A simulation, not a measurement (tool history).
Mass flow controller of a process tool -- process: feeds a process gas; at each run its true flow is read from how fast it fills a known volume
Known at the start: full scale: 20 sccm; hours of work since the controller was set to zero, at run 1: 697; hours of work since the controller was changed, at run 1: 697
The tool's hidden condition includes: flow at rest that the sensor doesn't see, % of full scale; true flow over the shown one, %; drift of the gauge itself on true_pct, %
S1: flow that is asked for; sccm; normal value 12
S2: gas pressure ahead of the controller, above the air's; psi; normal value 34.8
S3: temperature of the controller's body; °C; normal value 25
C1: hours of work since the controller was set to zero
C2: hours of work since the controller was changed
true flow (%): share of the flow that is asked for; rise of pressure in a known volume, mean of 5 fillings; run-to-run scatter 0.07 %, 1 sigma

{"run": 1, "hour": 0.0, "S1": 12, "S2": 34.8, "S3": 25, "C1": 697, "C2": 697, "true flow (%)": 98.85}
{"run": 2, "hour": 300.1, "S1": 12, "S2": 34.8, "S3": 25, "C1": 887, "C2": 887, "true flow (%)": 98.82}
{"run": 3, "hour": 482.4, "S1": 12, "S2": 34.8, "S3": 25, "C1": 1002, "C2": 1002, "true flow (%)": 98.66}
{"run": 4, "hour": 864.8, "S1": 12, "S2": 34.8, "S3": 25, "C1": 1245, "C2": 1245, "true flow (%)": 98.6}
{"run": 5, "hour": 1216.1, "S1": 12, "S2": 34.8, "S3": 25, "C1": 1467, "C2": 1467, "true flow (%)": 98.49}
{"run": 6, "hour": 1488.6, "S1": 12, "S2": 34.8, "S3": 25, "C1": 1640, "C2": 1640, "true flow (%)": 98.41}
{"run": 7, "hour": 1735.2, "S1": 12, "S2": 31.2, "S3": 25, "C1": 1796, "C2": 1796, "true flow (%)": 98.12}
{"run": 8, "hour": 2075.9, "S1": 12, "S2": 24.7, "S3": 25, "C1": 2012, "C2": 2012, "true flow (%)": 97.72}
{"run": 9, "hour": 2260.3, "S1": 6, "S2": 34.8, "S3": 25, "C1": 2129, "C2": 2129, "true flow (%)": 96.58}
{"run": 10, "hour": 2492.9, "S1": 6, "S2": 34.8, "S3": 25, "C1": 2277, "C2": 2277, "true flow (%)": 96.43}
{"run": 11, "hour": 2753.0, "S1": 6, "S2": 34.8, "S3": 25, "C1": 2441, "C2": 2441, "true flow (%)": 96.36}
{"run": 12, "hour": 2980.3, "S1": 6, "S2": 34.8, "S3": 25, "C1": 2585, "C2": 2585, "true flow (%)": 96.33}
{"run": 13, "hour": 3362.8, "S1": 6, "S2": 34.8, "S3": 25, "C1": 2828, "C2": 2828, "true flow (%)": 96.03}
{"run": 14, "hour": 3721.3, "S1": 6, "S2": 34.8, "S3": 25, "C1": 3055, "C2": 3055, "true flow (%)": 95.96}
{"run": 15, "hour": 3948.1, "S1": 6, "S2": 34.8, "S3": 25, "C1": 3199, "C2": 3199, "true flow (%)": 95.82}
{"run": 16, "hour": 4305.6, "S1": 6, "S2": 34.8, "S3": 25, "C1": 3425, "C2": 3425, "true flow (%)": 95.69}
{"run": 17, "hour": 4501.6, "S1": 6, "S2": 34.8, "S3": 25, "C1": 3549, "C2": 3549, "true flow (%)": 95.49}
{"run": 18, "hour": 4794.5, "S1": 6, "S2": 34.8, "S3": 25, "C1": 3735, "C2": 3735, "true flow (%)": 95.48}
{"run": 19, "hour": 4989.6, "S1": 6, "S2": 24.4, "S3": 25, "C1": 3859, "C2": 3859, "true flow (%)": 94.73}
{"run": 20, "hour": 5217.8, "S1": 6, "S2": 24.4, "S3": 25, "C1": 4003, "C2": 4003, "true flow (%)": 94.74}
{"run": 21, "hour": 5390.9, "S1": 6, "S2": 24.4, "S3": 25, "C1": 4113, "C2": 4113, "true flow (%)": 94.66}
{"run": 22, "hour": 5647.8, "S1": 12, "S2": 27.6, "S3": 25, "C1": 4276, "C2": 4276, "true flow (%)": 97.04}
{"run": 23, "hour": 6019.1, "S1": 12, "S2": 27.6, "S3": 25, "C1": 4511, "C2": 4511, "true flow (%)": 96.87}
{"run": 24, "hour": 6268.7, "S1": 12, "S2": 34.8, "S3": 25, "C1": 4669, "C2": 4669, "true flow (%)": 97.02}
{"run": 25, "hour": 6425.4, "S1": 12, "S2": 23.6, "S3": 28, "C1": 4769, "C2": 4769, "true flow (%)": 96.91}
{"run": 26, "hour": 6631.3, "S1": 12, "S2": 27.8, "S3": 38, "C1": 4899, "C2": 4899, "true flow (%)": 97.89}
{"run": 27, "hour": 6916.1, "S1": 4, "S2": 34.8, "S3": 30, "C1": 5079, "C2": 5079, "true flow (%)": 93.02}
{"run": 28, "hour": 7209.8, "S1": 14, "S2": 30.0, "S3": 35, "C1": 5266, "C2": 5266, "true flow (%)": 98.17}
{"run": 29, "hour": 7389.0, "S1": 3, "S2": 27.7, "S3": 20, "C1": 5379, "C2": 5379, "true flow (%)": 89.51}
{"run": 30, "hour": 7756.3, "S1": 13, "S2": 34.8, "S3": 30, "C1": 5612, "C2": 5612, "true flow (%)": 97.4}
{"run": 31, "hour": 8092.9, "S1": 3, "S2": 29.7, "S3": 24, "C1": 5825, "C2": 5825, "true flow (%)": 89.39}
{"run": 32, "hour": 8297.8, "S1": 3, "S2": 29.7, "S3": 24, "C1": 5955, "C2": 5955, "true flow (%)": 89.21}
{"run": 33, "hour": 8456.7, "S1": 3, "S2": 30.5, "S3": 24, "C1": 6056, "C2": 6056, "true flow (%)": 89.07}
{"run": 34, "hour": 8637.1, "S1": 14, "S2": 32.5, "S3": 25, "C1": 6170, "C2": 6170, "true flow (%)": 96.9}
{"run": 35, "hour": 8848.0, "S1": 20, "S2": 34.8, "S3": 25, "C1": 6304, "C2": 6304, "true flow (%)": 98.42}
{"hour": 9097.2, "done": "controller's zero set anew"}
{"run": 36, "hour": 9103.5, "S1": 20, "S2": 34.8, "S3": 25, "C1": 4, "C2": 6465, "true flow (%)": 99.56}
{"run": 37, "hour": 9370.3, "S1": 20, "S2": 34.8, "S3": 25, "C1": 173, "C2": 6634, "true flow (%)": 99.41}
{"run": 38, "hour": 9743.5, "S1": 4, "S2": 20.9, "S3": 31, "C1": 410, "C2": 6871, "true flow (%)": 96.6}
{"run": 39, "hour": 9914.2, "S1": 4, "S2": 20.9, "S3": 31, "C1": 518, "C2": 6979, "true flow (%)": 96.42}
{"run": 40, "hour": 10205.3, "S1": 12, "S2": 28.9, "S3": 25, "C1": 702, "C2": 7164, "true flow (%)": 97.81}
{"run": 41, "hour": 10461.2, "S1": 4, "S2": 33.1, "S3": 26, "C1": 864, "C2": 7326, "true flow (%)": 96.29}
{"run": 42, "hour": 10725.4, "S1": 3, "S2": 26.7, "S3": 36, "C1": 1032, "C2": 7493, "true flow (%)": 96.17}
{"run": 43, "hour": 10998.2, "S1": 3, "S2": 26.7, "S3": 36, "C1": 1205, "C2": 7666, "true flow (%)": 95.92}
{"run": 44, "hour": 11209.5, "S1": 3, "S2": 26.7, "S3": 36, "C1": 1339, "C2": 7800, "true flow (%)": 95.72}
{"run": 45, "hour": 11420.8, "S1": 4, "S2": 34.8, "S3": 33, "C1": 1472, "C2": 7934, "true flow (%)": 96.2}
{"run": 46, "hour": 11617.4, "S1": 12, "S2": 31.3, "S3": 25, "C1": 1597, "C2": 8058, "true flow (%)": 97.57}
{"run": 47, "hour": 11990.0, "S1": 18, "S2": 34.8, "S3": 32, "C1": 1833, "C2": 8294, "true flow (%)": 99.39}

What does the tool deliver on the next run?
{"run": 48, "hour": 12156.4, "S1": 18, "S2": 20.5, "S3": 31, "C1": 1939, "C2": 8400, "true flow (%)": "?"}

{"run 48": {"true flow (%)": 98.44}}
Minus the tool's unlogged condition, the same run would have read true flow (%) 99.81.

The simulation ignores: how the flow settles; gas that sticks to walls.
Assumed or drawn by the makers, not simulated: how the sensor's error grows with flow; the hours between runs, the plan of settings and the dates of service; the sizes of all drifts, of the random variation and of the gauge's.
